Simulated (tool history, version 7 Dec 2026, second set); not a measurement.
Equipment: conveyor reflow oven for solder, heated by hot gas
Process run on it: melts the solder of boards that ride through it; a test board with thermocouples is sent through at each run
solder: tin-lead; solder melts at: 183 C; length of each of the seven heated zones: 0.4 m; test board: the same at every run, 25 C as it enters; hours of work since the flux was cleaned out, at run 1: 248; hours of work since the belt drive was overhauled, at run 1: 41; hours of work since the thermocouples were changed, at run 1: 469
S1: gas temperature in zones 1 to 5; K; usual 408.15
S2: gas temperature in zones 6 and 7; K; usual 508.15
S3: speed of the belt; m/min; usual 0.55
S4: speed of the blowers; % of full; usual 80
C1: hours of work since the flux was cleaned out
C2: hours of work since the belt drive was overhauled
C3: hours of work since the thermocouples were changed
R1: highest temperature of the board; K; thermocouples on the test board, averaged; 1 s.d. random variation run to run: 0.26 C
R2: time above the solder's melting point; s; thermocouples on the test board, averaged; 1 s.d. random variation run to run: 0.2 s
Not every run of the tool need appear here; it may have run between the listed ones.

| run | hour | S1 | S2 | S3 | S4 | C1 | C2 | C3 | R1 | R2 |
|---|---|---|---|---|---|---|---|---|---|---|
| 1 | 0 | 408.15 | 508.15 | 0.55 | 80 | 248 | 41 | 469 | 487.25 | 60.3 |
| 2 | 11.3 | 408.15 | 508.15 | 0.55 | 80 | 255 | 47 | 476 | 487.25 | 60.4 |
| 3 | 18.7 | 408.15 | 508.15 | 0.55 | 80 | 259 | 52 | 481 | 487.35 | 60.4 |
| 4 | 31.7 | 408.15 | 508.15 | 0.55 | 80 | 267 | 60 | 489 | 486.45 | 60.4 |
| 5 | 39 | 408.15 | 508.15 | 0.55 | 80 | 272 | 64 | 493 | 486.55 | 60.6 |
| 6 | 51.1 | 408.15 | 508.15 | 0.55 | 80 | 279 | 72 | 501 | 486.95 | 60.4 |
| 7 | 62 | 408.15 | 508.15 | 0.55 | 80 | 286 | 79 | 507 | 486.35 | 60.3 |
| 8 | 76 | 416.15 | 508.15 | 0.55 | 80 | 294 | 87 | 516 | 488.75 | 65.2 |
| 9 | 82.3 | 416.15 | 508.15 | 0.55 | 81 | 298 | 91 | 520 | 488.55 | 65.6 |
| 10 | 95.4 | 408.15 | 509.15 | 0.55 | 80 | 306 | 99 | 528 | 487.45 | 61 |
| 11 | 103.7 | 408.15 | 508.15 | 0.55 | 80 | 311 | 104 | 533 | 486.65 | 60 |
| 12 | 114 | 408.15 | 508.15 | 0.55 | 80 | 318 | 110 | 539 | 486.55 | 59.9 |
| 13 | 120.2 | 408.15 | 508.15 | 0.55 | 80 | 322 | 114 | 543 | 486.35 | 60.1 |
| 14 | 132.4 | 408.15 | 508.15 | 0.55 | 80 | 329 | 122 | 550 | 486.95 | 59.8 |
| 15 | 140.3 | 408.15 | 508.15 | 0.55 | 76 | 334 | 127 | 555 | 485.85 | 58.6 |
| 16 | 151.8 | 408.15 | 508.15 | 0.55 | 76 | 341 | 134 | 562 | 485.85 | 58.7 |
| 17 | 162.4 | 407.15 | 504.15 | 0.639 | 78 | 347 | 140 | 569 | 477.35 | 39.7 |
| 18 | 176 | 407.15 | 504.15 | 0.639 | 78 | 356 | 148 | 577 | 477.15 | 39.9 |
| 19 | 181.6 | 408.15 | 512.15 | 0.453 | 74 | 359 | 152 | 581 | 495.35 | 83.5 |
| 20 | 191.4 | 409.15 | 518.15 | 0.553 | 57 | 365 | 158 | 587 | 488.95 | 60.8 |
| 21 | 198.2 | 400.15 | 519.15 | 0.553 | 52 | 369 | 162 | 591 | 484.95 | 53.4 |
| 22 | 208.6 | 400.15 | 519.15 | 0.553 | 52 | 376 | 168 | 597 | 485.25 | 53.3 |
| 23 | 222.2 | 400.15 | 519.15 | 0.637 | 52 | 384 | 177 | 605 | 477.85 | 37.3 |
| 24 | 231.9 | 422.15 | 510.15 | 0.637 | 52 | 390 | 183 | 611 | 477.55 | 44.8 |
| 25 | 245.6 | 395.15 | 519.15 | 0.448 | 80 | 398 | 191 | 620 | 500.45 | 84.2 |
| 26 | 255.7 | 411.15 | 516.15 | 0.652 | 81 | 405 | 197 | 626 | 487.15 | 50.9 |
| 27 | 262.2 | 411.15 | 516.15 | 0.652 | 81 | 409 | 201 | 630 | 486.65 | 50.6 |
| 28 | 274.4 | 411.15 | 516.15 | 0.652 | 81 | 416 | 209 | 637 | 486.35 | 50.6 |
| 29 | 282.1 | 408.15 | 501.15 | 0.55 | 80 | 421 | 213 | 642 | 480.55 | 53.1 |
| 30 | 289.2 | 408.15 | 503.15 | 0.555 | 53 | 425 | 218 | 647 | 474.55 | 42.6 |

Below are 5 alternative next runs, each starting from the tool's condition after run 30. Predict each:
| A | 296.9 | 405.15 | 508.15 | 0.55 | 67 | 430 | 223 | 651 | ? | ? |
| B | 296.9 | 408.15 | 518.15 | 0.528 | 56 | 430 | 223 | 651 | ? | ? |
| C | 296.9 | 408.15 | 503.15 | 0.473 | 53 | 430 | 223 | 651 | ? | ? |
| D | 296.9 | 408.15 | 503.15 | 0.555 | 61 | 430 | 223 | 651 | ? | ? |
| E | 296.9 | 419.15 | 503.15 | 0.555 | 53 | 430 | 223 | 651 | ? | ? |

| run | R1 | R2 |
|---|---|---|
| A | 482.35 | 53.4 |
| B | 489.65 | 64.7 |
| C | 480.75 | 61.1 |
| D | 476.65 | 46.3 |
| E | 477.65 | 51.2 |
With no hidden state in the tool, these same runs would have given:
| run | R1 | R2 |
|---|---|---|
| A | 485.85 | 57.4 |
| B | 492.85 | 67.8 |
| C | 483.65 | 65.1 |
| D | 479.95 | 50.8 |
| E | 480.55 | 55.3 |
